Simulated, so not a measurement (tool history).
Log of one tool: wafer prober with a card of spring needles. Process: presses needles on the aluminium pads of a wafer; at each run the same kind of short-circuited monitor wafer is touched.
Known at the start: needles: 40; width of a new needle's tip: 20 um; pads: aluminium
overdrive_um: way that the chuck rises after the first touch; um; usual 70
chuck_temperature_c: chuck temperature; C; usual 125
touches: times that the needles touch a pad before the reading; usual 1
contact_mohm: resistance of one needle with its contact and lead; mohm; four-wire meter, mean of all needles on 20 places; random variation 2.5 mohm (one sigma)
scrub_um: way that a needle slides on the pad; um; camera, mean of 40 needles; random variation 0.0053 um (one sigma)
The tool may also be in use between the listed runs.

Run 1, hour 0: usual settings. Result: contact_mohm 297 mohm, scrub_um 8.632 um.
Run 2, hour 10.7: usual settings. Result: contact_mohm 313 mohm, scrub_um 8.634 um.
At hour 21.7: tips cleaned on abrasive film.
Run 3, hour 25.6: usual settings but overdrive_um 75 um. Result: contact_mohm 300 mohm, scrub_um 9.249 um.
Run 4, hour 37.9: usual settings. Result: contact_mohm 320 mohm, scrub_um 8.637 um.
At hour 42.6: tips cleaned on abrasive film.
Run 5, hour 48.8: usual settings. Result: contact_mohm 304 mohm, scrub_um 8.615 um.
Run 6, hour 61.6: usual settings. Result: contact_mohm 322 mohm, scrub_um 8.618 um.
At hour 64.2: tips cleaned on abrasive film.
Run 7, hour 69.9: usual settings. Result: contact_mohm 311 mohm, scrub_um 8.608 um.
Run 8, hour 79.7: usual settings but chuck_temperature_c 33 C. Result: contact_mohm 296 mohm, scrub_um 8.61 um.
At hour 85: tips cleaned on abrasive film.
At hour 87.6: height of the first contact set anew.
Run 9, hour 93.3: usual settings. Result: contact_mohm 309 mohm, scrub_um 8.702 um.
Run 10, hour 105: usual settings but chuck_temperature_c 32 C. Result: contact_mohm 302 mohm, scrub_um 8.702 um.
At hour 106.8: tips cleaned on abrasive film.
Run 11, hour 113.5: usual settings but overdrive_um 84 um. Result: contact_mohm 310 mohm, scrub_um 10.421 um.
Run 12, hour 122.7: usual settings but chuck_temperature_c 31 C. Result: contact_mohm 301 mohm, scrub_um 8.685 um.
At hour 127.6: tips cleaned on abrasive film.
Run 13, hour 135.8: usual settings but chuck_temperature_c 31 C. Result: contact_mohm 290 mohm, scrub_um 8.676 um.
At hour 148.3: tips cleaned on abrasive film.
Run 14, hour 148.3: usual settings. Result: contact_mohm 291 mohm, scrub_um 8.666 um.
Run 15, hour 160.6: usual settings but overdrive_um 80 um, chuck_temperature_c 30 C. Result: contact_mohm 289 mohm, scrub_um 9.922 um.
Run 16, hour 168.5: usual settings but overdrive_um 61 um, chuck_temperature_c 30 C, touches 3. Result: contact_mohm 280 mohm, scrub_um 7.553 um.
At hour 169.4: tips cleaned on abrasive film.
Run 17, hour 183.2: usual settings but overdrive_um 66 um, chuck_temperature_c 115 C, touches 2. Result: contact_mohm 304 mohm, scrub_um 8.166 um.
At hour 190.3: tips cleaned on abrasive film.
Run 18, hour 198.7: usual settings but overdrive_um 55 um, chuck_temperature_c 115 C, touches 2. Result: contact_mohm 310 mohm, scrub_um 6.785 um.
At hour 212.1: tips cleaned on abrasive film.
Run 19, hour 214.1: usual settings but overdrive_um 66 um, chuck_temperature_c 32 C, touches 2. Result: contact_mohm 273 mohm, scrub_um 8.159 um.
Run 20, hour 231: usual settings but overdrive_um 66 um, chuck_temperature_c 32 C, touches 2. Result: contact_mohm 289 mohm, scrub_um 8.136 um.
At hour 233.2: tips cleaned on abrasive film.
Run 21, hour 243.5: usual settings but overdrive_um 66 um, chuck_temperature_c 32 C, touches 2. Result: contact_mohm 282 mohm, scrub_um 8.136 um.
Run 22, hour 253.5: usual settings but overdrive_um 87 um, touches 3. Result: contact_mohm 297 mohm, scrub_um 10.745 um.
At hour 255: tips cleaned on abrasive film.
Run 23, hour 266.7: usual settings but overdrive_um 66 um, touches 2. Result: contact_mohm 308 mohm, scrub_um 8.123 um.
Run 24, hour 274.1: usual settings but overdrive_um 66 um, touches 2. Result: contact_mohm 310 mohm, scrub_um 8.124 um.
At hour 276.2: tips cleaned on abrasive film.
Run 25, hour 282.1: usual settings but overdrive_um 66 um, touches 2. Result: contact_mohm 305 mohm, scrub_um 8.12 um.
At hour 296.9: tips cleaned on abrasive film.
Run 26, hour 298.5: usual settings but overdrive_um 66 um, chuck_temperature_c 26 C. Result: contact_mohm 272 mohm, scrub_um 8.112 um.
Run 27, hour 311.3: usual settings but overdrive_um 72 um, chuck_temperature_c 74 C. Result: contact_mohm 303 mohm, scrub_um 8.851 um.
At hour 318.9: tips cleaned on abrasive film.
Run 28, hour 319.7: usual settings but overdrive_um 72 um, chuck_temperature_c 74 C. Result: contact_mohm 282 mohm, scrub_um 8.845 um.

4 ways to go on from here, each from the tool as it stands after run 28. What would each give?
Run A, hour 332.2: usual settings but overdrive_um 89 um, chuck_temperature_c 61 C, touches 2. Result: contact_mohm ?, scrub_um ?.
Run B, hour 332.2: usual settings but overdrive_um 51 um, chuck_temperature_c 43 C. Result: contact_mohm ?, scrub_um ?.
Run C, hour 332.2: usual settings but overdrive_um 83 um. Result: contact_mohm ?, scrub_um ?.
Run D, hour 332.2: usual settings but touches 2. Result: contact_mohm ?, scrub_um ?.

run  contact_mohm  scrub_um
  A           285    10.962
  B           327     6.242
  C           307    10.214
  D           308     8.597
Without the tool's hidden state the same runs would have given:
run  contact_mohm  scrub_um
  A           271    11.058
  B           270     6.338
  C           286    10.311
  D           291     8.693

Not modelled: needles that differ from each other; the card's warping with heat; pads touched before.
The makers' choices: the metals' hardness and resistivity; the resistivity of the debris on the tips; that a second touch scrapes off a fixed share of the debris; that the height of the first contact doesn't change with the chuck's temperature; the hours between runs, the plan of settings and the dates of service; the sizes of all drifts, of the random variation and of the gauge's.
